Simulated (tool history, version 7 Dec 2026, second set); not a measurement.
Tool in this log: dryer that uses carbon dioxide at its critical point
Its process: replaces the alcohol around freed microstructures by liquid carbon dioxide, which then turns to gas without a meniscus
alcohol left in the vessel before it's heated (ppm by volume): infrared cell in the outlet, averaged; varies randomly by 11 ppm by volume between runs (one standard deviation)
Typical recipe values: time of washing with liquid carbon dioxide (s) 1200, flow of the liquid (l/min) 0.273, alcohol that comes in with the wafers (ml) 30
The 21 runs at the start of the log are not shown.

run     day  time of washing with liquid carbon dioxide (s)  flow of the liquid (l/min)  alcohol that comes in with the wafers (ml)  hours of work since the filter was changed  hours of work since the purifier's bed was changed  alcohol left in the vessel before it's heated (ppm by volume)
 22  33.658                                            1380                       0.273                                          30                                         241                                                 125                                                            517
 23  35.512                                            1380                       0.273                                          30                                         274                                                 158                                                            545
 24  37.883                                             900                       0.273                                          96                                         317                                                 200                                                           7065
 25  38.908                                            1320                       0.283                                          64                                         335                                                 219                                                           1302
 26  41.129                                             720                       0.326                                          72                                         375                                                 259                                                           6149
 27  42.800                                             780                       0.273                                          22                                         405                                                 288                                                           2487
 28  44.258                                             780                       0.273                                          86                                         431                                                 315                                                           9615
 29  45.271                                             780                       0.273                                          81                                         449                                                 333                                                           9419
 30  46.333                                             780                       0.273                                          81                                         468                                                 352                                                           9573
 31  47.838                                            1740                       0.331                                         101                                         495                                                 379                                                            359
 32  49.275                                            1740                       0.331                                         101                                         520                                                 404                                                            381
     50.400  -- inlet filter changed
 33  50.788                                            1740                       0.331                                         101                                           7                                                 431                                                            181
 34  52.283                                             780                       0.376                                          30                                          34                                                 458                                                           1076
 35  53.250                                             720                       0.462                                         102                                          51                                                 475                                                           2307

Here are 4 independent what-if runs from the current tool condition. What would each one return?
  A  55.621                                            1200                       0.329                                          96                                          94                                                 517                                                              ?
  B  55.621                                            1440                       0.462                                          23                                          94                                                 517                                                              ?
  C  55.621                                            1680                       0.273                                          39                                          94                                                 517                                                              ?
  D  55.621                                             720                       0.462                                          56                                          94                                                 517                                                              ?

run  alcohol left in the vessel before it's heated (ppm by volume)
  A                                                           1158
  B                                                             66
  C                                                            278
  D                                                           1370
What these runs would have given with no unlogged condition in the tool:
run  alcohol left in the vessel before it's heated (ppm by volume)
  A                                                            965
  B                                                             10
  C                                                            192
  D                                                           1174

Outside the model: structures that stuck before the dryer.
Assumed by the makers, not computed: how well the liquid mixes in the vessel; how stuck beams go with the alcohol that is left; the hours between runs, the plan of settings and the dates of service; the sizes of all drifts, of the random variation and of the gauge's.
